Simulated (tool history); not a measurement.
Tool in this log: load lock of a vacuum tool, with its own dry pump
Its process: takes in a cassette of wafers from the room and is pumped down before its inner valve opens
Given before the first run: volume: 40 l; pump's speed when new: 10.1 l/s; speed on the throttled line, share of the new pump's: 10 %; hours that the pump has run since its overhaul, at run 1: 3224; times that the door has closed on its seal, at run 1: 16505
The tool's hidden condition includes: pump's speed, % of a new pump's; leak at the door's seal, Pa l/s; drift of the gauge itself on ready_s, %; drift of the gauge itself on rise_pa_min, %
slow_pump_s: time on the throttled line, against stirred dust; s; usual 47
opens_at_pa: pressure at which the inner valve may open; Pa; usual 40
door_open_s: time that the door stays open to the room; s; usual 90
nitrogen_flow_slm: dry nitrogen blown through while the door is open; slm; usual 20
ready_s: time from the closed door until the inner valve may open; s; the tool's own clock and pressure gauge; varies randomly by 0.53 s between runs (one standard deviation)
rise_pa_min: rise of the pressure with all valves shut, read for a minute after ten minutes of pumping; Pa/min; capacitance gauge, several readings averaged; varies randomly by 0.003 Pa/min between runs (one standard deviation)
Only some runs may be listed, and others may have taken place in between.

| run | day | slow_pump_s | opens_at_pa | door_open_s | nitrogen_flow_slm | hours that the pump has run since its overhaul | times that the door has closed on its seal | incoming humidity of the room's air, % | ready_s | rise_pa_min |
|---|---|---|---|---|---|---|---|---|---|---|
| 1 | 0.000 | 47 | 40 | 90 | 20 | 3224 | 16505 | 47.9 | 74.5 | 0.119 |
| 2 | 2.383 | 47 | 40 | 90 | 20 | 3282 | 16735 | 47.2 | 75.1 | 0.118 |
| 3 | 6.067 | 47 | 40 | 90 | 20 | 3370 | 17092 | 43.6 | 74.6 | 0.121 |
| 4 | 9.542 | 47 | 40 | 90 | 20 | 3453 | 17427 | 45.9 | 75.3 | 0.130 |
| 5 | 11.367 | 47 | 40 | 90 | 20 | 3497 | 17604 | 47.9 | 74.4 | 0.129 |
| 6 | 13.271 | 78 | 40 | 90 | 20 | 3543 | 17788 | 48.1 | 103.0 | 0.133 |
| 7 | 17.017 | 78 | 40 | 90 | 20 | 3633 | 18150 | 49.4 | 103.5 | 0.143 |
| 8 | 19.271 | 56 | 40 | 117 | 10 | 3687 | 18368 | 44.8 | 83.3 | 0.145 |
| 9 | 21.471 | 44 | 72 | 141 | 5 | 3740 | 18581 | 48.8 | 69.4 | 0.164 |
| 10 | 23.500 | 68 | 47 | 129 | 5 | 3788 | 18777 | 44.8 | 91.4 | 0.159 |
| 11 | 27.388 | 54 | 40 | 90 | 20 | 3882 | 19153 | 46.9 | 80.6 | 0.145 |
| 12 | 30.062 | 83 | 40 | 128 | 20 | 3946 | 19412 | 45.7 | 107.2 | 0.152 |
| 13 | 33.317 | 65 | 46 | 102 | 22 | 4024 | 19726 | 46.9 | 89.7 | 0.156 |
| 14 | 35.550 | 27 | 40 | 69 | 24 | 4078 | 19943 | 45.3 | 56.9 | 0.152 |

Some steps in ready_s between neighbouring runs. How much of each would the tool show without its hidden state too (settings, what came in, random variation), and how much is left for the hidden state, with any gauge scatter that isn't in both results?
Run 13 -> 14: slow_pump_s 65 -> 27, opens_at_pa 46 -> 40, door_open_s 102 -> 69, nitrogen_flow_slm 22 -> 24. ready_s -32.8 s: hidden state +0.3, all else -33.1.

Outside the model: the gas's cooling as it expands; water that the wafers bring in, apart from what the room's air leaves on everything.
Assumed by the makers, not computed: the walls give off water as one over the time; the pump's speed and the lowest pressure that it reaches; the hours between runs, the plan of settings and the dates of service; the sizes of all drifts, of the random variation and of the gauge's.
